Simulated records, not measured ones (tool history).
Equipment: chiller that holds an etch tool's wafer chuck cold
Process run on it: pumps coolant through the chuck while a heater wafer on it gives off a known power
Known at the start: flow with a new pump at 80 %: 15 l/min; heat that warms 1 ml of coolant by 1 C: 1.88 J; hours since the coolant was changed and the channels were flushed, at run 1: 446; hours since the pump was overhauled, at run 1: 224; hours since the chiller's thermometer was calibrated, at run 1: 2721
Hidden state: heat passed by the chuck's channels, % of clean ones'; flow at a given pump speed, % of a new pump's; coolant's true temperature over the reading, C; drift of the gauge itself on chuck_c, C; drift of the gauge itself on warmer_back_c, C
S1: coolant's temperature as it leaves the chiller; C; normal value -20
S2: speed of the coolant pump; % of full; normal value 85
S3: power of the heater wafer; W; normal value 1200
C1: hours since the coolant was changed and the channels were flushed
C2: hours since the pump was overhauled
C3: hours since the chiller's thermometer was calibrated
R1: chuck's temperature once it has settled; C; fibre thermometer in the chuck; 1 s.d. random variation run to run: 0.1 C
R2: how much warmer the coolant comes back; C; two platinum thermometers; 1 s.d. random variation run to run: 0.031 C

{"run": 1, "hour": 0.0, "S1": -20, "S2": 85, "S3": 1200, "C1": 446, "C2": 224, "C3": 2721, "R1": -13, "R2": 2.42}
{"run": 2, "hour": 87.5, "S1": -20, "S2": 85, "S3": 1200, "C1": 534, "C2": 312, "C3": 2809, "R1": -12.8, "R2": 2.44}
{"run": 3, "hour": 241.3, "S1": -20, "S2": 85, "S3": 1200, "C1": 688, "C2": 466, "C3": 2962, "R1": -13, "R2": 2.45}
{"run": 4, "hour": 345.6, "S1": -20, "S2": 85, "S3": 1200, "C1": 792, "C2": 570, "C3": 3067, "R1": -13, "R2": 2.41}
{"run": 5, "hour": 431.0, "S1": -20, "S2": 85, "S3": 1200, "C1": 877, "C2": 655, "C3": 3152, "R1": -12.8, "R2": 2.42}
{"run": 6, "hour": 588.8, "S1": -20, "S2": 85, "S3": 1200, "C1": 1035, "C2": 813, "C3": 3310, "R1": -13, "R2": 2.41}
{"run": 7, "hour": 728.7, "S1": -16, "S2": 90, "S3": 1420, "C1": 1175, "C2": 953, "C3": 3450, "R1": -8.1, "R2": 2.7}
{"run": 8, "hour": 816.5, "S1": -16, "S2": 90, "S3": 1420, "C1": 1263, "C2": 1041, "C3": 3538, "R1": -7.8, "R2": 2.65}
{"run": 9, "hour": 980.7, "S1": -23, "S2": 83, "S3": 717, "C1": 1427, "C2": 1205, "C3": 3702, "R1": -18.7, "R2": 1.49}
{"run": 10, "hour": 1127.3, "S1": -16, "S2": 71, "S3": 838, "C1": 1574, "C2": 1352, "C3": 3848, "R1": -10.6, "R2": 2.03}

3 ways to go on from here, each from the tool as it stands after run 10. What would each give?
{"run": "A", "hour": 1209.4, "S1": -12, "S2": 71, "S3": 838, "C1": 1656, "C2": 1434, "C3": 3931, "R1": "?", "R2": "?"}
{"run": "B", "hour": 1209.4, "S1": -17, "S2": 85, "S3": 1200, "C1": 1656, "C2": 1434, "C3": 3931, "R1": "?", "R2": "?"}
{"run": "C", "hour": 1209.4, "S1": -12, "S2": 74, "S3": 1218, "C1": 1656, "C2": 1434, "C3": 3931, "R1": "?", "R2": "?"}

run=A R1=-6.6 R2=1.99
run=B R1=-9.9 R2=2.44
run=C R1=-4 R2=2.82
Take away the tool's hidden state, keep each run's random variation, and the runs would have read:
run=A R1=-6.6 R2=1.99
run=B R1=-9.9 R2=2.43
run=C R1=-4 R2=2.82
